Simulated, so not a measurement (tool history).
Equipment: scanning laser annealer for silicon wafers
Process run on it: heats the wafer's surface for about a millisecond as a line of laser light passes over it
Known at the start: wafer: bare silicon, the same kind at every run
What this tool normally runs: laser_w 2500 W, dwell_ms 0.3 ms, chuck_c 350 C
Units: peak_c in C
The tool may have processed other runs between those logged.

run   hour  laser_w  dwell_ms  chuck_c  peak_c
  1      0     2500       0.3      350    1058
  2    5.1     2500       0.3      350    1057
  3   13.5     2500       0.3      311    1019
  4   17.2     2163       0.3      311     895
  5     23     2163     0.248      311     839
  6   31.9     2500       0.3      310    1014
  7   37.8     2500     0.265      310     969
  8     44     2500     0.265      310     963
  9   48.5     2500       0.3      317    1019
 10   53.2     2500       0.3      317    1021
 11     57     2500       0.3      343    1043
 12   64.9     2500       0.3      343    1045
 13   72.1     2500       0.3      343    1042
 14   77.3     2500       0.3      337    1041
 15   82.2     2444     0.271      350     991
 16   87.5     2444     0.271      350     993
 17   93.6     2444     0.271      350     990
 18   99.2     2444     0.271      350     994
 19  108.3     2444     0.271      350     990
 20  116.2     2444     0.271      350     991
 21    120     2596     0.241      330     981
 22  124.1     2596     0.241      330     980
 23  129.4     2596     0.241      330     981
 24  137.6     2500     0.252      350     987
 25  146.4     2454     0.276      350    1001
 26  150.5     2180     0.242      357     880
 27  155.2     2461     0.242      357     965

Per-run results on a tool with no hidden state, each run keeping its own random variation:
The hidden state here: light that passes the window, % of a clean one's; laser's true power over the reading, %; width of the line over the set one, %; drift of the gauge itself on peak_c, C.
run  peak_c
  1    1074
  2    1074
  3    1036
  4     909
  5     852
  6    1032
  7     986
  8     981
  9    1039
 10    1041
 11    1064
 12    1066
 13    1063
 14    1063
 15    1011
 16    1014
 17    1011
 18    1015
 19    1012
 20    1013
 21    1005
 22    1004
 23    1005
 24    1011
 25    1025
 26     900
 27     989
